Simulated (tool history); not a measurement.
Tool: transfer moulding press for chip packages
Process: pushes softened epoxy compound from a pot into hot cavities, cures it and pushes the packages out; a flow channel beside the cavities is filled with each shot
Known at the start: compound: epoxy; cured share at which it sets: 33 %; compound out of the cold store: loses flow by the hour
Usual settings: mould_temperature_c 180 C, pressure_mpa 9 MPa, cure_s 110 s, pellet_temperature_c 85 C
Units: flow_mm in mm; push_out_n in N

run   hour  mould_temperature_c  pressure_mpa  cure_s  pellet_temperature_c  incoming compound's hours out of the cold store  flow_mm  push_out_n
  1      0                  180             9     110                    85                                             26.9      711         659
  2   11.9                  187             9     110                    85                                             17.6      736         595
  3   23.1                  187             9     110                    85                                             41.8      644         638
  4   32.1                  180          8.92     110                    85                                             25.5      714         768
        37  -- cavities cleaned with cleaning compound and waxed
  5   43.6                  180          8.92     110                    85                                             39.1      656         914
  6   49.5                  180          8.92     110                    85                                             27.5      701         945
  7   56.5                  180          8.92     110                    85                                             33.5      680         921
  8   63.1                  180          8.92     110                    85                                             45.5      624         923
  9   74.9                  180          8.92     110                    85                                             14.6      756         948
 10   87.1                  180          9.19     110                    85                                             40.1      653         849
 11   93.3                  180             9     116                    85                                               14      760         886
     100.6  -- cavities cleaned with cleaning compound and waxed, once more
 12  102.9                  180             9     116                    85                                             30.4      679         458
 13  110.9                  180             9     116                    85                                             23.1      712         518
 14  121.6                  180             9     116                    85                                             39.2      637         545
 15  133.8                  178          8.21     116                    75                                             24.9      683         658
 16  145.3                  177             9     110                    85                                             40.8      641         718
 17  152.3                  177             9     110                    85                                             14.1      763         814
 18  158.3                  177         10.76     118                    85                                               34      713         709
     162.9  -- plunger's sealing rings changed
 19  173.3                  177         10.76     118                    85                                             10.4      899         782
       178  -- cavities cleaned with cleaning compound and waxed
 20  187.2                  172           8.4      95                    88                                             42.8      667        1043
 21  195.7                  172           8.4      95                    88                                             32.3      700        1183
 22    203                  180          6.99     110                    81                                             22.1      671         612
 23  214.3                  178         10.37     122                    81                                             47.7      703         608
 24  225.9                  178         10.37     122                    81                                             19.3      817         675
 25  237.7                  184             9     116                    92                                             31.4      698         621
 26  245.6                  184             9     116                    92                                             38.3      667         664
     253.1  -- cavities cleaned with cleaning compound and waxed
 27  253.1                  180          8.37     105                    90                                             23.1      721         525
 28  265.3                  175          9.34     110                    85                                             45.1      666         684

Forecast each of these 4 alternatives for the next run:
  A  272.8                  172          9.22     110                    76                                             47.3        ?           ?
  B  272.8                  180          7.63     110                    85                                             25.9        ?           ?
  C  272.8                  180             9     110                    89                                             44.1        ?           ?
  D  272.8                  175          9.69     110                    85                                               32        ?           ?

run  flow_mm  push_out_n
  A      655         831
  B      675         600
  C      647         557
  D      736         705
Without the tool's hidden state the same runs would have given:
run  flow_mm  push_out_n
  A      670         695
  B      691         495
  C      662         458
  D      753         587
